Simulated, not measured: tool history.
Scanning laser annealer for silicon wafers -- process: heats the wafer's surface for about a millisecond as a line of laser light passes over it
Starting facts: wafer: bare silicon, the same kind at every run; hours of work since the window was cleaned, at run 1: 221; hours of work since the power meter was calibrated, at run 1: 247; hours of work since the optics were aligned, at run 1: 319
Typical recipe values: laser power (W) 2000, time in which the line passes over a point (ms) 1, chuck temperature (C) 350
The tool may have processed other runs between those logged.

run,hour,laser power (W),time in which the line passes over a point (ms),chuck temperature (C),hours of work since the window was cleaned,hours of work since the power meter was calibrated,hours of work since the optics were aligned,highest temperature of the surface (C)
1,0,2000,1,350,221,247,319,1152
2,16.5,2000,1,350,228,255,326,1151
3,29.8,2000,0.8,350,234,261,332,1070
4,42.9,2000,0.8,314,240,267,338,1033
5,51.8,1835,0.8,314,244,271,342,953
6,62.4,1835,0.8,314,249,276,347,955
7,75.3,1835,0.8,314,255,282,353,957
8,90.7,1814,0.8,314,262,289,360,945
9,102.5,1814,0.8,314,267,294,365,945
10,117.3,2142,1.02,314,274,301,372,1196

Forecast run 11:
11,131.7,1823,1.12,314,281,307,379,?

Run 11 measured highest temperature of the surface (C) 1061.
If the tool had no hidden condition, the same run with the same run-to-run variation would have returned highest temperature of the surface (C) 1076.

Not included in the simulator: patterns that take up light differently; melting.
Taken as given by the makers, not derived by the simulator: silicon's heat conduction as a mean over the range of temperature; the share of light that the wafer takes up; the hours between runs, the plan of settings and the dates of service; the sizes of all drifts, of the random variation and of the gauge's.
